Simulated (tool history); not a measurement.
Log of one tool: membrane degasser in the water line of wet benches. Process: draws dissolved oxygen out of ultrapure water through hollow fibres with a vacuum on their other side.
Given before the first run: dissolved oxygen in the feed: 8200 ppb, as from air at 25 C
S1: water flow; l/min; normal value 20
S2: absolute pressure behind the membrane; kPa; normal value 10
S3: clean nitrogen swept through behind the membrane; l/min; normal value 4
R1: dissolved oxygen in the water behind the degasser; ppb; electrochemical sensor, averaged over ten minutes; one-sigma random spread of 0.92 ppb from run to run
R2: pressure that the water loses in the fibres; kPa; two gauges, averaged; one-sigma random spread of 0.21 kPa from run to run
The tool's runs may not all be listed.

run,day,S1,S2,S3,R1,R2
1,0,20,10,4,88.9,49.45
2,1.108,20,10,4,89.4,49.37
3,2.6,20,10,4,90.5,49.16
4,4.708,20,10,4,89.7,48.87
5,7.175,20,10.5,4,97.1,49.52
6,9.079,20,10.5,1.71,207.4,49.23
7,10.304,20,10.5,1.71,207.9,49.28
8,12.183,20,10,4,90.5,49.61
9,14.471,20,10,4,89.6,49.6
10,16.717,20,10,4,90.9,49.44
11,17.771,20,10,4,90.5,49.6
12,19.542,20,10,4,91.2,49.51
13,21.012,20,10,10.68,38.8,49.45
14,23.55,20,10,4,90.9,49.59
15,25.288,20,10,6.9,55.7,49.45
16,26.817,20,10,4,90.5,49.73
17,28.858,20,10,4,91.9,49.08
18,29.979,20,8.6,6.54,48.1,49.96
# day 30.146: vacuum gauge calibrated
19,31.354,20,12.3,8.37,61.3,49.64
20,33.471,20,10,10.28,39.9,49.52
# day 34.838: vacuum gauge calibrated, once more
21,35.912,28,12.5,10.28,87.5,69.12
22,37.146,28,12.5,10.28,88.9,69.28
23,38.488,28,8.3,5.76,83.4,69.75
24,40.479,28,8.3,5.76,84.5,69.95
25,42.954,12,8.3,5.76,27.9,29.48
26,44.896,19,24.6,3.13,311.4,47.27
27,46.192,19,24.6,3.13,309.4,47.37
28,48.188,19,24.6,3.13,315.8,46.77
29,50.104,15,9.2,3.28,69.1,37.12
30,51.938,20,10,1.81,183.1,49.44
31,53.35,20,10,1.81,181.7,49.66
32,55.708,20,10,1.81,181.3,49.6
33,56.85,20,10,1.81,183.1,49.72

Predict each of these 3 candidate next runs independently; none follows another, all start after run 33:
A,58.604,20,8.5,4,?,?
B,58.604,12,22.6,2.77,?,?
C,58.604,17,9.3,1.75,?,?

run,R1,R2
A,70.6,49.85
B,209.7,29.88
C,144.2,41.65
Stripped of hidden state, with their random variation kept, the same runs would have yielded:
run,R1,R2
A,68.8,49.52
B,204,29.68
C,141,41.37

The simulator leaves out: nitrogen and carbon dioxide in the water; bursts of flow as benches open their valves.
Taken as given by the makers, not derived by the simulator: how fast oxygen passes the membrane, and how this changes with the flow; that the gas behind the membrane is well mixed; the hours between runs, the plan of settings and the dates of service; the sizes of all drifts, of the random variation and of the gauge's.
